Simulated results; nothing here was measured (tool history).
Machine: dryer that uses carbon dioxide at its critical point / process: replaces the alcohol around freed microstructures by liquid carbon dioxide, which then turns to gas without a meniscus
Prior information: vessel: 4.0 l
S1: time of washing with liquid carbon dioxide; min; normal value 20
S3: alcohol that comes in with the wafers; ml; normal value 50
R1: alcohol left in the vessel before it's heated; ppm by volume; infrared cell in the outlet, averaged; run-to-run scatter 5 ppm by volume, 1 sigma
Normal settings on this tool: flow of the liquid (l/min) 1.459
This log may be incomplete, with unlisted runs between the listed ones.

{"run": 1, "day": 0.0, "S1": 20, "flow of the liquid (l/min)": 1.459, "S3": 50, "R1": 103}
{"run": 2, "day": 0.917, "S1": 20, "flow of the liquid (l/min)": 1.459, "S3": 50, "R1": 103}
{"run": 3, "day": 2.262, "S1": 20, "flow of the liquid (l/min)": 1.459, "S3": 44, "R1": 98}
{"day": 4.038, "done": "inlet filter changed"}
{"run": 4, "day": 4.221, "S1": 20, "flow of the liquid (l/min)": 1.459, "S3": 44, "R1": 90}
{"run": 5, "day": 6.062, "S1": 20, "flow of the liquid (l/min)": 1.459, "S3": 44, "R1": 90}
{"run": 6, "day": 7.562, "S1": 20, "flow of the liquid (l/min)": 1.459, "S3": 44, "R1": 100}
{"run": 7, "day": 8.829, "S1": 20, "flow of the liquid (l/min)": 1.459, "S3": 44, "R1": 92}
{"run": 8, "day": 11.083, "S1": 20, "flow of the liquid (l/min)": 1.459, "S3": 24, "R1": 91}
{"run": 9, "day": 13.242, "S1": 20, "flow of the liquid (l/min)": 1.459, "S3": 50, "R1": 119}
{"run": 10, "day": 15.129, "S1": 20, "flow of the liquid (l/min)": 1.459, "S3": 50, "R1": 132}
{"day": 15.508, "done": "inlet filter changed"}
{"run": 11, "day": 16.662, "S1": 20, "flow of the liquid (l/min)": 1.459, "S3": 50, "R1": 112}
{"run": 12, "day": 17.817, "S1": 16, "flow of the liquid (l/min)": 1.459, "S3": 50, "R1": 188}
{"run": 13, "day": 18.775, "S1": 20, "flow of the liquid (l/min)": 1.459, "S3": 50, "R1": 125}
{"run": 14, "day": 20.362, "S1": 20, "flow of the liquid (l/min)": 2.42, "S3": 50, "R1": 97}
{"run": 15, "day": 22.258, "S1": 16, "flow of the liquid (l/min)": 2.42, "S3": 50, "R1": 100}
{"run": 16, "day": 23.2, "S1": 20, "flow of the liquid (l/min)": 1.459, "S3": 50, "R1": 141}
{"run": 17, "day": 24.375, "S1": 20, "flow of the liquid (l/min)": 1.459, "S3": 50, "R1": 149}
{"run": 18, "day": 26.238, "S1": 20, "flow of the liquid (l/min)": 1.459, "S3": 50, "R1": 153}
{"day": 26.888, "done": "inlet filter changed"}
{"run": 19, "day": 28.567, "S1": 26, "flow of the liquid (l/min)": 1.32, "S3": 29, "R1": 120}
{"run": 20, "day": 29.592, "S1": 15, "flow of the liquid (l/min)": 1.41, "S3": 110, "R1": 516}
{"run": 21, "day": 31.638, "S1": 25, "flow of the liquid (l/min)": 1.89, "S3": 88, "R1": 127}
{"run": 22, "day": 33.133, "S1": 20, "flow of the liquid (l/min)": 0.95, "S3": 50, "R1": 428}
{"run": 23, "day": 34.975, "S1": 20, "flow of the liquid (l/min)": 1.459, "S3": 60, "R1": 183}
{"run": 24, "day": 37.067, "S1": 20, "flow of the liquid (l/min)": 1.51, "S3": 21, "R1": 163}
{"day": 38.292, "done": "inlet filter changed"}
{"run": 25, "day": 39.129, "S1": 20, "flow of the liquid (l/min)": 1.51, "S3": 21, "R1": 153}
{"day": 41.358, "done": "purifier's bed changed"}
{"run": 26, "day": 41.362, "S1": 24, "flow of the liquid (l/min)": 1.83, "S3": 70, "R1": 15}
{"run": 27, "day": 42.688, "S1": 20, "flow of the liquid (l/min)": 1.83, "S3": 63, "R1": 27}
{"run": 28, "day": 43.767, "S1": 17, "flow of the liquid (l/min)": 1.38, "S3": 50, "R1": 133}
{"run": 29, "day": 45.804, "S1": 14, "flow of the liquid (l/min)": 2.24, "S3": 83, "R1": 67}
{"run": 30, "day": 47.654, "S1": 23, "flow of the liquid (l/min)": 0.92, "S3": 35, "R1": 182}
{"run": 31, "day": 49.479, "S1": 18, "flow of the liquid (l/min)": 1.05, "S3": 79, "R1": 613}
{"day": 49.8, "done": "inlet filter changed"}
{"run": 32, "day": 50.992, "S1": 18, "flow of the liquid (l/min)": 1.05, "S3": 79, "R1": 437}
{"run": 33, "day": 52.292, "S1": 18, "flow of the liquid (l/min)": 0.93, "S3": 56, "R1": 506}
{"run": 34, "day": 53.875, "S1": 18, "flow of the liquid (l/min)": 1.5, "S3": 32, "R1": 73}

Measured result minus the same run's result without the hidden state. Both carry the same run-to-run variation, though not necessarily the same gauge scatter:
Unlogged tool condition in this case: flow that reaches the vessel past the clogged filter, %; alcohol in the recycled carbon dioxide, ppm; drift of the gauge itself on alcohol_ppm, %.
run=1 R1=+56
run=2 R1=+61
run=3 R1=+65
run=4 R1=+49
run=5 R1=+57
run=6 R1=+63
run=7 R1=+68
run=8 R1=+70
run=9 R1=+91
run=10 R1=+102
run=11 R1=+84
run=12 R1=+92
run=13 R1=+92
run=14 R1=+89
run=15 R1=+97
run=16 R1=+114
run=17 R1=+117
run=18 R1=+128
run=19 R1=+109
run=20 R1=+155
run=21 R1=+118
run=22 R1=+182
run=23 R1=+142
run=24 R1=+139
run=25 R1=+137
run=26 R1=+1
run=27 R1=+7
run=28 R1=+34
run=29 R1=+29
run=30 R1=+66
run=31 R1=+214
run=32 R1=+42
run=33 R1=+65
run=34 R1=+40
